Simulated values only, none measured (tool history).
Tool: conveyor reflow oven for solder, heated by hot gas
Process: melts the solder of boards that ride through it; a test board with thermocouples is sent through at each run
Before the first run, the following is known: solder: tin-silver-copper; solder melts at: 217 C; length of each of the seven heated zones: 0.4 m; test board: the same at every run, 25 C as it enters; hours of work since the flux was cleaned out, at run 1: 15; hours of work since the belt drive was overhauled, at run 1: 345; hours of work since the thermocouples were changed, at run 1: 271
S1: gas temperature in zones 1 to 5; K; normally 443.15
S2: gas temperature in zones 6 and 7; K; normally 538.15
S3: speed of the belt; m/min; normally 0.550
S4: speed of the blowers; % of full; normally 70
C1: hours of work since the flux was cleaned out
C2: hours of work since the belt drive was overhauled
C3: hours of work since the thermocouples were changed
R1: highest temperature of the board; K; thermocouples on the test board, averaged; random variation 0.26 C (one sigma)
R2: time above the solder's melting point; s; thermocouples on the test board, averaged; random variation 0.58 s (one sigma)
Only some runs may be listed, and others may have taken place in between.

run     day      S1      S2     S3  S4   C1   C2   C3      R1    R2
  1   0.000  443.15  538.15  0.550  70   15  345  271  526.25  65.1
  2   0.654  443.15  538.15  0.550  70   24  354  279  525.95  65.8
  3   1.517  443.15  531.15  0.550  70   36  365  291  519.45  60.8
  4   2.421  443.15  531.15  0.550  70   48  378  303  520.15  60.7
  5   2.942  443.15  538.15  0.550  70   55  385  310  525.75  65.3
  6   3.346  443.15  538.15  0.518  70   60  390  316  527.75  71.4
  7   3.846  443.15  538.15  0.550  70   67  397  322  525.95  65.3
  8   4.267  443.15  538.15  0.550  70   73  402  328  526.25  64.9
  9   4.679  443.15  538.15  0.550  70   78  408  334  525.85  65.3
 10   5.538  443.15  545.15  0.550  70   90  420  345  532.65  69.0
 11   6.033  443.15  545.15  0.550  70   96  426  352  532.45  70.4
 12   6.417  443.15  538.15  0.550  70  102  431  357  525.85  66.0
 13   7.062  452.15  538.15  0.550  70  110  440  366  527.65  70.8
 14   7.554  452.15  538.15  0.550  59  117  447  372  525.55  68.8
 15   8.392  443.15  538.15  0.550  70  128  458  384  525.75  65.4
 16   8.942  443.15  538.15  0.550  70  136  465  391  525.95  66.2
 17   9.804  443.15  538.15  0.550  70  147  477  403  526.25  65.5
 18  10.342  443.15  541.15  0.550  69  154  484  410  528.75  67.3
 19  10.754  454.15  532.15  0.602  90  160  490  415  522.35  61.6
 20  11.429  450.15  534.15  0.651  58  169  499  424  516.35  48.2
 21  11.971  450.15  534.15  0.651  58  176  506  432  516.55  48.2
 22  12.579  450.15  534.15  0.651  58  185  514  440  516.45  48.4
 23  13.383  443.15  538.15  0.608  70  195  525  451  523.15  55.8
     14.067  -- flux residue cleaned out of gas plates and filters
 24  14.067  436.15  538.15  0.550  77    0  531  457  525.85  63.6
 25  14.979  436.15  538.15  0.550  77   12  544  469  526.35  64.1
 26  15.800  436.15  538.15  0.543  51   23  555  480  521.85  58.5
 27  16.508  439.15  545.15  0.646  88   33  564  490  529.65  57.2
 28  17.417  443.15  538.15  0.550  54   45  577  502  523.45  61.3
 29  18.000  443.15  538.15  0.550  54   53  584  510  522.75  62.6
 30  18.754  445.15  530.15  0.476  54   63  595  520  519.55  73.2
 31  19.446  445.15  530.15  0.476  54   72  604  529  520.35  72.0

How the hidden state differs across the entries between the runs, from the last listed run before each to the first after it:
Runs 23 to 24: flux residue cleaned out of gas plates and filters (day 14.067)
  heat that the gas passes to the board, % of a clean oven's: 99.5 -> 100
